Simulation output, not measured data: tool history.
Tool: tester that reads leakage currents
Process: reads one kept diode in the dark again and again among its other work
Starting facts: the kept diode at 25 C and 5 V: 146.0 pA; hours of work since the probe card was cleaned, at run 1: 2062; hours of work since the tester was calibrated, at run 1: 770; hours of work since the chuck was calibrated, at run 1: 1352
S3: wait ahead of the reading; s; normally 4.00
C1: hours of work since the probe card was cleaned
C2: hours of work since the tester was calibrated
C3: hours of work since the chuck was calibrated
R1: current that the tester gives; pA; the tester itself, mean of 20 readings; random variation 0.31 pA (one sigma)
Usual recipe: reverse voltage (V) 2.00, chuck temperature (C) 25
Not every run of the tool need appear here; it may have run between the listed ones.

Run 1, hour 0.0: usual settings; C1 2062; C2 770; C3 1352. Result: R1 95.21 pA.
Run 2, hour 28.1: usual settings; C1 2081; C2 789; C3 1370. Result: R1 94.64 pA.
Run 3, hour 47.9: usual settings but chuck temperature (C) 44; C1 2095; C2 802; C3 1384. Result: R1 361.49 pA.
Run 4, hour 65.4: usual settings; C1 2106; C2 814; C3 1396. Result: R1 95.36 pA.
Run 5, hour 88.4: usual settings but chuck temperature (C) 28; C1 2122; C2 830; C3 1411. Result: R1 118.39 pA.
Run 6, hour 108.2: usual settings; C1 2135; C2 843; C3 1424. Result: R1 94.82 pA.
Run 7, hour 140.4: usual settings but chuck temperature (C) 35; C1 2157; C2 865; C3 1446. Result: R1 193.64 pA.
Run 8, hour 171.9: usual settings but chuck temperature (C) 35; C1 2178; C2 886; C3 1467. Result: R1 194.17 pA.
Run 9, hour 187.8: usual settings but chuck temperature (C) 35; C1 2189; C2 897; C3 1478. Result: R1 193.58 pA.
Run 10, hour 210.4: usual settings but chuck temperature (C) 34; C1 2204; C2 912; C3 1493. Result: R1 180.45 pA.
Run 11, hour 233.3: usual settings but chuck temperature (C) 55; C1 2219; C2 927; C3 1509. Result: R1 733.62 pA.
Run 12, hour 254.0: usual settings but chuck temperature (C) 55; C1 2233; C2 941; C3 1523. Result: R1 734.68 pA.
Run 13, hour 271.1: usual settings but chuck temperature (C) 55; C1 2245; C2 953; C3 1534. Result: R1 731.44 pA.
Run 14, hour 303.1: usual settings but chuck temperature (C) 55; C1 2267; C2 974; C3 1556. Result: R1 733.64 pA.
Run 15, hour 322.6: usual settings but chuck temperature (C) 55; C1 2280; C2 987; C3 1569. Result: R1 730.05 pA.
Run 16, hour 336.7: usual settings; C1 2289; C2 997; C3 1578. Result: R1 93.76 pA.
Run 17, hour 363.2: usual settings but reverse voltage (V) 1.18; C1 2307; C2 1015; C3 1596. Result: R1 75.24 pA.
Run 18, hour 384.2: usual settings but reverse voltage (V) 1.18; C1 2321; C2 1029; C3 1610. Result: R1 75.10 pA.
Run 19, hour 398.2: usual settings but reverse voltage (V) 1.18; C1 2331; C2 1038; C3 1620. Result: R1 75.27 pA.
Run 20, hour 428.9: usual settings but S3 0.44 s; C1 2351; C2 1059; C3 1641. Result: R1 93.22 pA.
Run 21, hour 449.7: usual settings but reverse voltage (V) 6.21, chuck temperature (C) 58, S3 0.44 s; C1 2365; C2 1073; C3 1655. Result: R1 1364.51 pA.
Run 22, hour 480.5: usual settings but reverse voltage (V) 6.21, chuck temperature (C) 58, S3 0.44 s; C1 2386; C2 1094; C3 1675. Result: R1 1369.86 pA.
At hour 498.9: chuck's temperature calibrated.
Run 23, hour 513.5: usual settings but S3 0.47 s; C1 2407; C2 1115; C3 10. Result: R1 107.14 pA.
Run 24, hour 538.9: usual settings but S3 0.47 s; C1 2424; C2 1132; C3 27. Result: R1 107.33 pA.
Run 25, hour 559.8: usual settings but chuck temperature (C) 56, S3 8.85 s; C1 2438; C2 1146; C3 41. Result: R1 869.21 pA.
Run 26, hour 589.9: usual settings but reverse voltage (V) 1.16, chuck temperature (C) 27, S3 0.40 s; C1 2458; C2 1166; C3 61. Result: R1 99.38 pA.
Run 27, hour 608.5: usual settings but reverse voltage (V) 1.16, chuck temperature (C) 27, S3 0.40 s; C1 2471; C2 1179; C3 74. Result: R1 99.13 pA.
Run 28, hour 640.8: usual settings but reverse voltage (V) 1.16, chuck temperature (C) 27, S3 0.40 s; C1 2493; C2 1201; C3 96. Result: R1 98.41 pA.
Run 29, hour 667.3: usual settings but reverse voltage (V) 1.16, chuck temperature (C) 27, S3 0.40 s; C1 2511; C2 1218; C3 113. Result: R1 98.45 pA.
Run 30, hour 700.3: usual settings but reverse voltage (V) 15.74, S3 1.61 s; C1 2533; C2 1241; C3 136. Result: R1 266.70 pA.
Run 31, hour 726.9: usual settings but reverse voltage (V) 15.74, S3 1.61 s; C1 2551; C2 1259; C3 154. Result: R1 267.54 pA.
Run 32, hour 750.6: usual settings but reverse voltage (V) 15.74, S3 1.61 s; C1 2567; C2 1274; C3 170. Result: R1 266.64 pA.
Run 33, hour 769.3: usual settings but reverse voltage (V) 7.63, S3 2.58 s; C1 2579; C2 1287; C3 182. Result: R1 189.18 pA.
Run 34, hour 800.4: usual settings but reverse voltage (V) 17.38, S3 0.36 s; C1 2600; C2 1308; C3 203. Result: R1 282.89 pA.
Run 35, hour 818.9: usual settings but reverse voltage (V) 2.32, chuck temperature (C) 45, S3 0.36 s; C1 2613; C2 1321; C3 216. Result: R1 451.85 pA.
Run 36, hour 837.0: usual settings but reverse voltage (V) 3.41, chuck temperature (C) 45, S3 0.36 s; C1 2625; C2 1333; C3 228. Result: R1 523.92 pA.
Run 37, hour 866.2: usual settings but reverse voltage (V) 3.41, chuck temperature (C) 45, S3 6.36 s; C1 2645; C2 1352; C3 248. Result: R1 524.22 pA.
At hour 888.3: probe card cleaned and baked.
Run 38, hour 901.4: usual settings but reverse voltage (V) 12.02, chuck temperature (C) 48, S3 1.70 s; C1 9; C2 1374; C3 269. Result: R1 1011.13 pA.
Run 39, hour 934.9: usual settings but reverse voltage (V) 2.14, S3 1.49 s; C1 31; C2 1397; C3 292. Result: R1 102.32 pA.

Forecast each of these 5 alternatives for the next run:
Run A, hour 950.3: usual settings but reverse voltage (V) 1.41, chuck temperature (C) 35, S3 1.09 s; C1 42; C2 1407; C3 302. Result: R1 ?.
Run B, hour 950.3: usual settings but reverse voltage (V) 3.06, S3 1.49 s; C1 42; C2 1407; C3 302. Result: R1 ?.
Run C, hour 950.3: usual settings but chuck temperature (C) 54; C1 42; C2 1407; C3 302. Result: R1 ?.
Run D, hour 950.3: usual settings but reverse voltage (V) 3.48, chuck temperature (C) 42, S3 3.72 s; C1 42; C2 1407; C3 302. Result: R1 ?.
Run E, hour 950.3: usual settings but reverse voltage (V) 6.33, chuck temperature (C) 35, S3 2.29 s; C1 42; C2 1407; C3 302. Result: R1 ?.

run      R1
  A  182.60
  B  116.56
  C  744.96
  D  420.85
  E  323.22
Without the tool's hidden state the same runs would have given:
run      R1
  A  189.02
  B  120.79
  C  768.66
  D  435.04
  E  334.39
